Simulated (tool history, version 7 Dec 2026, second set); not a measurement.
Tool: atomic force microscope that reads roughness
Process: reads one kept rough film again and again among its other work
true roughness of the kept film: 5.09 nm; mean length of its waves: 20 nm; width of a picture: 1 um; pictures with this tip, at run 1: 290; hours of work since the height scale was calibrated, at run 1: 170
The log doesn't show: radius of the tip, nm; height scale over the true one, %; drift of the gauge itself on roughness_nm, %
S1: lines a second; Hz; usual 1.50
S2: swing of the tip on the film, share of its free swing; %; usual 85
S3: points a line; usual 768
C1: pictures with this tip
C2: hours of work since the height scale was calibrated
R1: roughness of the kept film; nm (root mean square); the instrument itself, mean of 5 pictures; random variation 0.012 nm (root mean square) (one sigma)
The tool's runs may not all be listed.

run,hour,S1,S2,S3,C1,C2,R1
1,0.0,1.50,85,768,290,170,1.438
2,26.5,1.50,85,768,324,181,1.351
# hour 31.9: new tip fitted
3,47.1,1.50,85,768,20,190,2.665
4,67.8,1.50,85,768,47,198,2.448
5,84.7,1.50,62,768,69,205,2.588
6,114.9,1.50,61,768,108,218,2.330
7,134.7,1.50,85,768,133,226,1.945
8,155.6,1.93,85,768,160,235,1.749
9,179.1,1.93,85,768,191,245,1.626
10,207.5,1.93,85,768,228,256,1.514
11,221.0,1.93,85,768,245,262,1.470
12,248.9,1.50,85,940,281,274,1.437
13,266.6,1.50,85,940,304,281,1.370
# hour 287.0: new tip fitted
14,292.4,1.50,85,768,7,292,2.771
15,321.3,0.77,85,768,44,304,2.641
16,339.1,1.50,57,768,67,311,2.650
# hour 342.1: height scale calibrated on a step standard
17,369.9,1.50,57,768,106,12,2.365
18,390.5,1.50,57,768,133,20,2.226
19,407.7,1.50,85,595,155,27,1.825
20,424.7,1.50,85,595,177,34,1.771
21,452.2,1.50,85,595,213,46,1.628
# hour 465.9: height scale calibrated on a step standard, once more
22,480.3,1.50,57,595,248,6,1.716
23,500.9,0.65,56,527,274,15,1.688
24,516.0,0.65,56,519,294,21,1.617
25,532.8,3.92,85,385,316,28,1.074
# hour 545.4: new tip fitted
26,552.7,0.68,85,623,10,36,2.940
27,581.4,1.50,86,339,47,48,2.376
28,604.2,1.54,70,765,77,57,2.396
29,623.0,1.54,70,765,101,65,2.249
30,641.2,1.54,70,765,124,73,2.137
31,654.4,2.79,70,522,141,78,1.926
32,680.9,2.79,70,541,176,89,1.775
33,699.4,1.36,87,277,200,97,1.607
34,726.9,1.36,87,627,235,109,1.567
35,752.1,3.95,69,768,268,119,1.439
36,771.1,3.95,69,768,293,127,1.362
# hour 801.9: new tip fitted
37,801.9,1.50,81,714,0,140,2.943
38,826.3,1.50,68,888,31,150,2.832
39,849.1,1.07,68,405,61,159,2.605
40,862.1,1.07,68,405,78,165,2.493
41,889.1,1.60,85,768,113,176,2.035
42,901.8,1.50,78,264,129,181,2.001
43,928.7,1.50,78,264,164,192,1.835
44,945.1,1.50,78,264,185,199,1.773

Hidden state at the last listed run before each entry between runs and at the first one after, where it differs:
Between runs 2 and 3: new tip fitted (hour 31.9)
  radius of the tip, nm: 43.7 -> 12.5; height scale over the true one, %: 0.35 -> 0.36
  measured less the result without the state, R1: -1.510 -> -0.213 nm (root mean square)
Between runs 13 and 14: new tip fitted (hour 287.0)
  radius of the tip, nm: 42.8 -> 11.3; height scale over the true one, %: 0.45 -> 0.46
  measured less the result without the state, R1: -1.493 -> -0.110 nm (root mean square)
Between runs 16 and 17: height scale calibrated on a step standard (hour 342.1)
  radius of the tip, nm: 17.3 -> 21.5; height scale over the true one, %: 0.49 -> 0.74
  measured less the result without the state, R1: -0.627 -> -0.888 nm (root mean square)
Between runs 21 and 22: height scale calibrated on a step standard, once more (hour 465.9)
  radius of the tip, nm: 33 -> 36.4; height scale over the true one, %: 0.77 -> -0.07
  measured less the result without the state, R1: -1.228 -> -1.518 nm (root mean square)
Between runs 25 and 26: new tip fitted (hour 545.4)
  radius of the tip, nm: 43.6 -> 11.8
  measured less the result without the state, R1: -1.206 -> -0.174 nm (root mean square)
Between runs 36 and 37: new tip fitted (hour 801.9)
  radius of the tip, nm: 41.8 -> 10; height scale over the true one, %: 0.06 -> 0.07
  measured less the result without the state, R1: -1.448 -> +0.000 nm (root mean square)
